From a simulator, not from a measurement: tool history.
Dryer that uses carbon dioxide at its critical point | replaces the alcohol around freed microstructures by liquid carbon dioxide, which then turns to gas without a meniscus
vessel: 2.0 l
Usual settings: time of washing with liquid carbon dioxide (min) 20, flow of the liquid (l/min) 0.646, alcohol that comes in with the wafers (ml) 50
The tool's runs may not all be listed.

run,hour,time of washing with liquid carbon dioxide (min),flow of the liquid (l/min),alcohol that comes in with the wafers (ml),alcohol left in the vessel before it's heated (ppm by volume)
1,0.0,20,0.646,50,310
2,31.9,20,0.646,50,338
# hour 35.3: inlet filter changed
3,83.9,20,0.632,50,213
4,113.1,20,0.632,50,217
5,164.8,20,0.390,50,1208
6,211.9,20,0.390,56,1400
7,257.9,20,0.390,56,1455
8,284.3,20,0.390,56,1482
9,327.8,20,0.390,56,1559
10,350.6,20,0.646,71,375
11,389.5,20,0.646,71,393
12,414.6,13,0.646,50,1302
13,437.2,20,0.646,50,305
14,471.7,20,0.646,50,327
15,500.3,20,0.646,50,351
# hour 542.6: inlet filter changed
16,542.6,21,0.646,50,168
17,576.2,21,0.646,50,178
18,601.1,14,0.762,46,437
19,646.5,20,0.695,57,211
20,686.1,20,0.695,57,213
21,726.3,20,0.695,57,224
22,748.6,20,0.478,57,814
23,800.7,30,1.050,50,93
24,832.6,14,0.652,105,1841
25,876.8,14,0.652,105,1982
26,920.1,25,0.839,74,116
27,946.1,14,0.404,74,4812
28,999.4,22,1.059,74,112
29,1023.9,21,0.646,50,322

4 ways to go on from here, each from the tool as it stands after run 29. What would each give?
A,1045.7,19,0.531,59,?
B,1045.7,19,0.646,38,?
C,1045.7,20,0.659,50,?
D,1045.7,21,0.543,54,?

run,alcohol left in the vessel before it's heated (ppm by volume)
A,1003
B,377
C,371
D,631
Without the tool's hidden state the same runs would have given:
run,alcohol left in the vessel before it's heated (ppm by volume)
A,500
B,137
C,130
D,272
